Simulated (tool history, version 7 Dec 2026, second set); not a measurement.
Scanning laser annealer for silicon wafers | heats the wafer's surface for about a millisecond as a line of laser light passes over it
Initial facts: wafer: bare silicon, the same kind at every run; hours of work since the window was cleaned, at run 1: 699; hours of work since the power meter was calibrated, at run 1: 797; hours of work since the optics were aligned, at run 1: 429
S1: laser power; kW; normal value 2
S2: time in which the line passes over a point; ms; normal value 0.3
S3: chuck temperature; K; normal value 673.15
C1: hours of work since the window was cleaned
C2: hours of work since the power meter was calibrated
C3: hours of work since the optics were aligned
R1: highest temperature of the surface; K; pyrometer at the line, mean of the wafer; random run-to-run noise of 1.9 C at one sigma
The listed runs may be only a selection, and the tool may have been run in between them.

run	hour	S1	S2	S3	C1	C2	C3	R1
1	0	2	0.3	673.15	699	797	429	1392.15
2	32.9	2	0.3	673.15	718	815	447	1393.15
3	51.2	2	0.3	673.15	728	825	458	1394.15
# hour 69.9: window over the wafer cleaned
4	83.4	2.069	0.3	673.15	7	842	474	1444.15
5	120.5	2	0.227	673.15	28	863	495	1313.15
6	154	2.04	0.3	673.15	47	881	514	1431.15
7	190.5	2.04	0.3	673.15	67	902	534	1429.15
8	227.4	2.04	0.3	673.15	88	922	554	1430.15
9	248.1	2.04	0.3	673.15	99	934	566	1427.15
10	270.2	2.04	0.3	673.15	111	946	578	1426.15
11	309.3	2.04	0.3	657.15	133	968	600	1412.15
12	345.6	2.04	0.359	657.15	153	988	620	1486.15
13	373.5	2.04	0.359	657.15	169	1003	636	1482.15
14	398.2	2	0.3	673.15	182	1017	649	1409.15
15	440.7	2	0.359	673.15	206	1041	673	1481.15
16	476.7	2	0.232	673.15	226	1061	693	1314.15
# hour 484.7: optics aligned, line set to its width
17	501	2	0.3	673.15	237	1071	9	1410.15
18	542	2	0.3	673.15	260	1094	32	1404.15
19	573.9	1.708	0.3	673.15	277	1112	50	1283.15
20	591.8	2	0.3	673.15	287	1122	60	1401.15
# hour 633.4: optics aligned, line set to its width, once more
21	637.1	2	0.3	673.15	310	1144	2	1410.15
22	674.6	2.036	0.353	673.15	331	1165	23	1493.15
23	700.6	2.036	0.353	673.15	345	1180	37	1488.15
24	728.1	1.939	0.281	694.15	360	1195	53	1382.15
25	756.9	1.939	0.281	694.15	376	1211	69	1381.15
26	779.1	2.038	0.3	694.15	389	1223	81	1445.15
27	823.1	2.038	0.262	690.15	413	1248	105	1389.15
28	841.2	1.737	0.333	702.15	423	1258	116	1363.15
29	858.9	1.784	0.3	670.15	433	1268	125	1313.15
30	882.5	1.784	0.3	670.15	446	1281	138	1311.15
31	907.8	1.784	0.3	670.15	460	1295	153	1314.15
32	948.5	1.786	0.3	670.15	483	1317	175	1313.15
33	988.8	1.891	0.308	653.15	505	1340	198	1348.15
34	1022.8	1.891	0.308	653.15	524	1359	216	1350.15
35	1042.9	2.087	0.288	687.15	535	1370	228	1438.15
36	1065.3	2.13	0.214	689.15	548	1382	240	1350.15
37	1094.1	1.856	0.3	664.15	564	1398	256	1334.15
38	1132.9	1.856	0.3	664.15	585	1420	278	1335.15
39	1152.7	1.856	0.3	664.15	596	1431	289	1332.15
40	1171.7	1.856	0.3	664.15	607	1442	299	1334.15
41	1199.8	1.998	0.344	664.15	623	1457	315	1440.15

Hidden state at the last listed run before each entry between runs and at the first one after, where it differs:
Logged between run 3 and run 4: window over the wafer cleaned (hour 69.9)
  light that passes the window, % of a clean one's: 97.51 -> 99.91; laser's true power over the reading, %: 0.1 -> 0.11; width of the line over the set one, %: 0.74 -> 0.76
  measured result minus the result with no hidden state, R1: -24 -> -3 K
Logged between run 16 and run 17: optics aligned, line set to its width (hour 484.7)
  light that passes the window, % of a clean one's: 99.18 -> 99.14; width of the line over the set one, %: 1.03 -> 1.45
  measured result minus the result with no hidden state, R1: -9 -> -13 K
Logged between run 20 and run 21: optics aligned, line set to its width, once more (hour 633.4)
  light that passes the window, % of a clean one's: 98.97 -> 98.9; laser's true power over the reading, %: 0.17 -> 0.18; width of the line over the set one, %: 1.51 -> 0.02
  measured result minus the result with no hidden state, R1: -14 -> -8 K
